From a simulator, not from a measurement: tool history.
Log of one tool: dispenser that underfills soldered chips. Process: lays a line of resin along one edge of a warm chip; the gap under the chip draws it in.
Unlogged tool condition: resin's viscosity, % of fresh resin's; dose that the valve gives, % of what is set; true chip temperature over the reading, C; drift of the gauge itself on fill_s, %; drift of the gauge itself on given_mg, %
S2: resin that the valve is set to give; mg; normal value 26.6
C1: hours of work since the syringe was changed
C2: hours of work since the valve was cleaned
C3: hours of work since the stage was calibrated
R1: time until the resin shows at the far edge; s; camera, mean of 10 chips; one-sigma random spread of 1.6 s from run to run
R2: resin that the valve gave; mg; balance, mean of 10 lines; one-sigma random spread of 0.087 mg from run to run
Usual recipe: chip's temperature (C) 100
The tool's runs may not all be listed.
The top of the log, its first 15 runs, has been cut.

-- hour=77.7 new syringe of resin
run 16 hour=80 | chip's_temperature_(C)=100 S2=26.6 | C1=1 C2=5 C3=104 | R1=177 R2=26.48
run 17 hour=83 | chip's_temperature_(C)=100 S2=33.7 | C1=3 C2=7 C3=106 | R1=193.2 R2=33.69
-- hour=86.5 new syringe of resin
run 18 hour=89.2 | chip's_temperature_(C)=100 S2=24.8 | C1=2 C2=11 C3=109 | R1=189.4 R2=24.59
run 19 hour=92.6 | chip's_temperature_(C)=97 S2=29.2 | C1=4 C2=13 C3=111 | R1=229.3 R2=29.01
-- hour=95.4 new syringe of resin
run 20 hour=99.2 | chip's_temperature_(C)=97 S2=32.1 | C1=2 C2=17 C3=115 | R1=205.7 R2=31.88
run 21 hour=102.8 | chip's_temperature_(C)=108 S2=34.6 | C1=5 C2=19 C3=118 | R1=168.1 R2=34.29
-- hour=104.8 new syringe of resin
run 22 hour=106.5 | chip's_temperature_(C)=90 S2=23.6 | C1=1 C2=21 C3=120 | R1=255.2 R2=23.46
run 23 hour=110 | chip's_temperature_(C)=88 S2=31.9 | C1=3 C2=24 C3=122 | R1=305.6 R2=31.63
run 24 hour=112.8 | chip's_temperature_(C)=88 S2=31.9 | C1=5 C2=25 C3=124 | R1=352.5 R2=31.62
-- hour=113.7 new syringe of resin
run 25 hour=118.6 | chip's_temperature_(C)=88 S2=31.9 | C1=3 C2=29 C3=127 | R1=302.3 R2=31.55
-- hour=122.7 new syringe of resin
run 26 hour=125 | chip's_temperature_(C)=92 S2=26.6 | C1=1 C2=33 C3=131 | R1=239.9 R2=26.13
run 27 hour=130.9 | chip's_temperature_(C)=114 S2=26.6 | C1=5 C2=36 C3=135 | R1=148 R2=26.04
-- hour=131.9 new syringe of resin
run 28 hour=137 | chip's_temperature_(C)=100 S2=31 | C1=3 C2=40 C3=138 | R1=199 R2=30.42
-- hour=140.7 new syringe of resin
run 29 hour=140.9 | chip's_temperature_(C)=94 S2=25.7 | C1=0 C2=42 C3=141 | R1=196.5 R2=25.18
run 30 hour=145.4 | chip's_temperature_(C)=94 S2=25.7 | C1=3 C2=45 C3=143 | R1=250.2 R2=25.15
-- hour=149.6 new syringe of resin
run 31 hour=150.5 | chip's_temperature_(C)=94 S2=25.7 | C1=1 C2=48 C3=146 | R1=211 R2=25.17
run 32 hour=156.8 | chip's_temperature_(C)=114 S2=28.2 | C1=4 C2=52 C3=150 | R1=140.8 R2=27.39
-- hour=158.5 new syringe of resin
run 33 hour=161.9 | chip's_temperature_(C)=98 S2=28.1 | C1=2 C2=55 C3=153 | R1=203 R2=27.49
-- hour=167.7 new syringe of resin
run 34 hour=168 | chip's_temperature_(C)=98 S2=26.1 | C1=0 C2=59 C3=157 | R1=175.7 R2=25.34

Each row is a separate what-if for the run after 34, all from the same tool condition, not one after another. Results?
run A hour=173 | chip's_temperature_(C)=93 S2=32.6 | C1=3 C2=62 C3=160 | R1=? R2=?
run B hour=173 | chip's_temperature_(C)=94 S2=30.1 | C1=3 C2=62 C3=160 | R1=? R2=?
run C hour=173 | chip's_temperature_(C)=87 S2=30 | C1=3 C2=62 C3=160 | R1=? R2=?

run=A R1=250.5 R2=31.65
run=B R1=247.4 R2=29.14
run=C R1=319.8 R2=29.05
With the hidden condition removed and each run's random variation left untouched, the same runs would have given:
run=A R1=196 R2=32.59
run=B R1=193.4 R2=30.01
run=C R1=250 R2=29.91
